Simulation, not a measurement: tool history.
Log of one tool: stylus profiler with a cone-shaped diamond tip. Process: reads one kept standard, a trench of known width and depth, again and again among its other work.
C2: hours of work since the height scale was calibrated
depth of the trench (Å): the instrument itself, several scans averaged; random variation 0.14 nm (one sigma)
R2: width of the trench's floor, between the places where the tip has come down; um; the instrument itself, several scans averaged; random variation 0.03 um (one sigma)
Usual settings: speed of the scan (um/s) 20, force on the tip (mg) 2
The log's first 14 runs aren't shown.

{"run": 15, "hour": 762.8, "speed of the scan (um/s)": 20, "force on the tip (mg)": 2, "scans with this tip": 2839, "C2": 444, "depth of the trench (Å)": 10114.1, "R2": 95.23}
{"run": 16, "hour": 831.0, "speed of the scan (um/s)": 20, "force on the tip (mg)": 2, "scans with this tip": 3090, "C2": 483, "depth of the trench (Å)": 10114.7, "R2": 95.2}
{"run": 17, "hour": 893.4, "speed of the scan (um/s)": 20, "force on the tip (mg)": 2, "scans with this tip": 3318, "C2": 518, "depth of the trench (Å)": 10114.3, "R2": 95.09}
{"run": 18, "hour": 948.2, "speed of the scan (um/s)": 20, "force on the tip (mg)": 2, "scans with this tip": 3519, "C2": 550, "depth of the trench (Å)": 10117.1, "R2": 95.09}
{"run": 19, "hour": 1028.8, "speed of the scan (um/s)": 20, "force on the tip (mg)": 2, "scans with this tip": 3815, "C2": 596, "depth of the trench (Å)": 10115.7, "R2": 94.98}
{"run": 20, "hour": 1103.8, "speed of the scan (um/s)": 20, "force on the tip (mg)": 2, "scans with this tip": 4090, "C2": 639, "depth of the trench (Å)": 10115.2, "R2": 94.95}
{"run": 21, "hour": 1184.8, "speed of the scan (um/s)": 54, "force on the tip (mg)": 2, "scans with this tip": 4387, "C2": 685, "depth of the trench (Å)": 10118.7, "R2": 94.77}
{"run": 22, "hour": 1262.8, "speed of the scan (um/s)": 54, "force on the tip (mg)": 2, "scans with this tip": 4673, "C2": 730, "depth of the trench (Å)": 10118.4, "R2": 94.73}
{"run": 23, "hour": 1335.2, "speed of the scan (um/s)": 32, "force on the tip (mg)": 2, "scans with this tip": 4938, "C2": 771, "depth of the trench (Å)": 10121.8, "R2": 94.76}
{"run": 24, "hour": 1383.8, "speed of the scan (um/s)": 32, "force on the tip (mg)": 2, "scans with this tip": 5116, "C2": 799, "depth of the trench (Å)": 10121, "R2": 94.71}
{"run": 25, "hour": 1436.7, "speed of the scan (um/s)": 29, "force on the tip (mg)": 2, "scans with this tip": 5311, "C2": 829, "depth of the trench (Å)": 10121.6, "R2": 94.68}
{"run": 26, "hour": 1492.9, "speed of the scan (um/s)": 44, "force on the tip (mg)": 0.67, "scans with this tip": 5517, "C2": 862, "depth of the trench (Å)": 10067, "R2": 94.45}
{"run": 27, "hour": 1539.7, "speed of the scan (um/s)": 44, "force on the tip (mg)": 0.67, "scans with this tip": 5688, "C2": 888, "depth of the trench (Å)": 10066.3, "R2": 94.41}
{"run": 28, "hour": 1573.6, "speed of the scan (um/s)": 38, "force on the tip (mg)": 3.63, "scans with this tip": 5813, "C2": 908, "depth of the trench (Å)": 10178.8, "R2": 94.63}
{"run": 29, "hour": 1630.7, "speed of the scan (um/s)": 38, "force on the tip (mg)": 3.63, "scans with this tip": 6022, "C2": 941, "depth of the trench (Å)": 10176.2, "R2": 94.6}
{"hour": 1702.9, "done": "height scale calibrated on a step standard"}
{"run": 30, "hour": 1710.3, "speed of the scan (um/s)": 9, "force on the tip (mg)": 5.03, "scans with this tip": 6312, "C2": 4, "depth of the trench (Å)": 10197.8, "R2": 94.61}
{"run": 31, "hour": 1761.1, "speed of the scan (um/s)": 13, "force on the tip (mg)": 5.97, "scans with this tip": 6498, "C2": 33, "depth of the trench (Å)": 10222, "R2": 94.56}
{"run": 32, "hour": 1841.9, "speed of the scan (um/s)": 13, "force on the tip (mg)": 0.88, "scans with this tip": 6795, "C2": 80, "depth of the trench (Å)": 10064.9, "R2": 94.47}
{"run": 33, "hour": 1904.3, "speed of the scan (um/s)": 41, "force on the tip (mg)": 3.54, "scans with this tip": 7024, "C2": 115, "depth of the trench (Å)": 10159.7, "R2": 94.35}
{"run": 34, "hour": 1969.1, "speed of the scan (um/s)": 6, "force on the tip (mg)": 1.39, "scans with this tip": 7261, "C2": 153, "depth of the trench (Å)": 10087.4, "R2": 94.43}

Forecast run 35:
{"run": 35, "hour": 2013.4, "speed of the scan (um/s)": 23, "force on the tip (mg)": 0.78, "scans with this tip": 7424, "C2": 178, "depth of the trench (Å)": "?", "R2": "?"}

{"run 35": {"depth of the trench (Å)": 10059, "R2": 94.32}}
Without the tool's hidden state the same run would have given depth of the trench (Å) 10054.6, R2 95.88 um.
